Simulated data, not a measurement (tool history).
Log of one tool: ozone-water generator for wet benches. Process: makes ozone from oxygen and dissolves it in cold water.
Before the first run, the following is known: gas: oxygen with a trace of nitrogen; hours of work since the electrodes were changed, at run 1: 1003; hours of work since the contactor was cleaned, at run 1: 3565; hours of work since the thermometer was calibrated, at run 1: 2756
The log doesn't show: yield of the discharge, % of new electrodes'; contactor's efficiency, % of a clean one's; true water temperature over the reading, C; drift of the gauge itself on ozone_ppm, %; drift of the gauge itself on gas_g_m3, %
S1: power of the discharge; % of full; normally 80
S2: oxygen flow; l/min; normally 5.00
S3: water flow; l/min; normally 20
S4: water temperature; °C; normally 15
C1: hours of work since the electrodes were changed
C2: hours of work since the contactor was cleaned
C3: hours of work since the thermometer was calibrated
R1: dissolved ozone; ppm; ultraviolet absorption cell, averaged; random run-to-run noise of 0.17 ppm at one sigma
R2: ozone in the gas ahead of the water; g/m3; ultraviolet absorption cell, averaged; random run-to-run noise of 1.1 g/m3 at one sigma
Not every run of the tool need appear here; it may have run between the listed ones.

{"run": 1, "day": 0.0, "S1": 80, "S2": 5.0, "S3": 20, "S4": 15, "C1": 1003, "C2": 3565, "C3": 2756, "R1": 22.5, "R2": 202.4}
{"run": 2, "day": 1.075, "S1": 80, "S2": 5.0, "S3": 20, "S4": 15, "C1": 1025, "C2": 3587, "C3": 2778, "R1": 22.6, "R2": 201.5}
{"run": 3, "day": 3.183, "S1": 46, "S2": 5.0, "S3": 20, "S4": 15, "C1": 1067, "C2": 3629, "C3": 2820, "R1": 15.5, "R2": 138.1}
{"run": 4, "day": 5.671, "S1": 80, "S2": 5.0, "S3": 20, "S4": 15, "C1": 1117, "C2": 3679, "C3": 2870, "R1": 22.5, "R2": 202.2}
{"run": 5, "day": 7.862, "S1": 80, "S2": 5.0, "S3": 20, "S4": 15, "C1": 1160, "C2": 3722, "C3": 2913, "R1": 22.7, "R2": 201.4}
{"run": 6, "day": 10.071, "S1": 80, "S2": 5.0, "S3": 15, "S4": 15, "C1": 1205, "C2": 3766, "C3": 2957, "R1": 27.6, "R2": 200.7}
{"run": 7, "day": 11.892, "S1": 80, "S2": 5.0, "S3": 15, "S4": 15, "C1": 1241, "C2": 3803, "C3": 2994, "R1": 27.7, "R2": 203.0}
{"run": 8, "day": 13.6, "S1": 80, "S2": 5.0, "S3": 20, "S4": 10, "C1": 1275, "C2": 3837, "C3": 3028, "R1": 24.0, "R2": 203.7}
{"run": 9, "day": 15.7, "S1": 80, "S2": 5.0, "S3": 20, "S4": 10, "C1": 1317, "C2": 3879, "C3": 3070, "R1": 23.5, "R2": 202.9}
{"run": 10, "day": 18.071, "S1": 80, "S2": 5.0, "S3": 20, "S4": 10, "C1": 1364, "C2": 3926, "C3": 3117, "R1": 23.9, "R2": 202.6}
{"run": 11, "day": 19.954, "S1": 80, "S2": 5.0, "S3": 20, "S4": 10, "C1": 1402, "C2": 3964, "C3": 3155, "R1": 24.1, "R2": 202.9}
{"run": 12, "day": 21.7, "S1": 80, "S2": 5.0, "S3": 20, "S4": 16, "C1": 1437, "C2": 3999, "C3": 3190, "R1": 22.2, "R2": 203.2}
{"run": 13, "day": 23.417, "S1": 56, "S2": 2.98, "S3": 31, "S4": 8, "C1": 1471, "C2": 4033, "C3": 3224, "R1": 11.9, "R2": 213.0}
{"run": 14, "day": 25.408, "S1": 80, "S2": 5.0, "S3": 20, "S4": 12, "C1": 1511, "C2": 4073, "C3": 3264, "R1": 23.4, "R2": 202.2}
{"run": 15, "day": 27.821, "S1": 61, "S2": 3.74, "S3": 20, "S4": 12, "C1": 1559, "C2": 4121, "C3": 3312, "R1": 19.2, "R2": 198.9}
{"run": 16, "day": 30.017, "S1": 61, "S2": 3.74, "S3": 20, "S4": 12, "C1": 1603, "C2": 4165, "C3": 3356, "R1": 18.8, "R2": 196.0}
{"run": 17, "day": 31.967, "S1": 96, "S2": 6.32, "S3": 25, "S4": 13, "C1": 1642, "C2": 4204, "C3": 3395, "R1": 22.4, "R2": 201.6}
{"run": 18, "day": 34.262, "S1": 96, "S2": 6.32, "S3": 15, "S4": 13, "C1": 1688, "C2": 4249, "C3": 3440, "R1": 31.3, "R2": 200.1}
{"run": 19, "day": 36.662, "S1": 96, "S2": 6.32, "S3": 15, "S4": 13, "C1": 1735, "C2": 4297, "C3": 3488, "R1": 31.2, "R2": 200.8}
{"run": 20, "day": 38.488, "S1": 50, "S2": 6.32, "S3": 15, "S4": 10, "C1": 1772, "C2": 4334, "C3": 3525, "R1": 21.0, "R2": 128.0}
{"run": 21, "day": 40.512, "S1": 59, "S2": 6.2, "S3": 20, "S4": 15, "C1": 1812, "C2": 4374, "C3": 3565, "R1": 17.9, "R2": 146.1}
{"run": 22, "day": 42.671, "S1": 80, "S2": 5.0, "S3": 17, "S4": 16, "C1": 1855, "C2": 4417, "C3": 3608, "R1": 25.1, "R2": 203.6}
{"run": 23, "day": 44.6, "S1": 80, "S2": 5.0, "S3": 17, "S4": 8, "C1": 1894, "C2": 4456, "C3": 3647, "R1": 27.7, "R2": 200.9}
{"run": 24, "day": 46.8, "S1": 80, "S2": 5.0, "S3": 17, "S4": 8, "C1": 1938, "C2": 4500, "C3": 3691, "R1": 28.1, "R2": 202.1}

Below are 5 alternative next runs, each starting from the tool's condition after run 24. Predict each:
{"run": "A", "day": 49.142, "S1": 60, "S2": 5.0, "S3": 17, "S4": 8, "C1": 1985, "C2": 4547, "C3": 3738, "R1": "?", "R2": "?"}
{"run": "B", "day": 49.142, "S1": 55, "S2": 5.0, "S3": 17, "S4": 8, "C1": 1985, "C2": 4547, "C3": 3738, "R1": "?", "R2": "?"}
{"run": "C", "day": 49.142, "S1": 80, "S2": 5.0, "S3": 27, "S4": 15, "C1": 1985, "C2": 4547, "C3": 3738, "R1": "?", "R2": "?"}
{"run": "D", "day": 49.142, "S1": 80, "S2": 5.0, "S3": 20, "S4": 21, "C1": 1985, "C2": 4547, "C3": 3738, "R1": "?", "R2": "?"}
{"run": "E", "day": 49.142, "S1": 80, "S2": 2.76, "S3": 17, "S4": 10, "C1": 1985, "C2": 4547, "C3": 3738, "R1": "?", "R2": "?"}

run=A R1=22.7 R2=167.0
run=B R1=21.5 R2=157.6
run=C R1=18.0 R2=204.2
run=D R1=20.8 R2=201.0
run=E R1=26.1 R2=287.1
With no hidden state in the tool, these same runs would have given:
run=A R1=22.7 R2=167.0
run=B R1=21.5 R2=157.7
run=C R1=18.0 R2=204.3
run=D R1=20.8 R2=201.1
run=E R1=26.2 R2=287.2
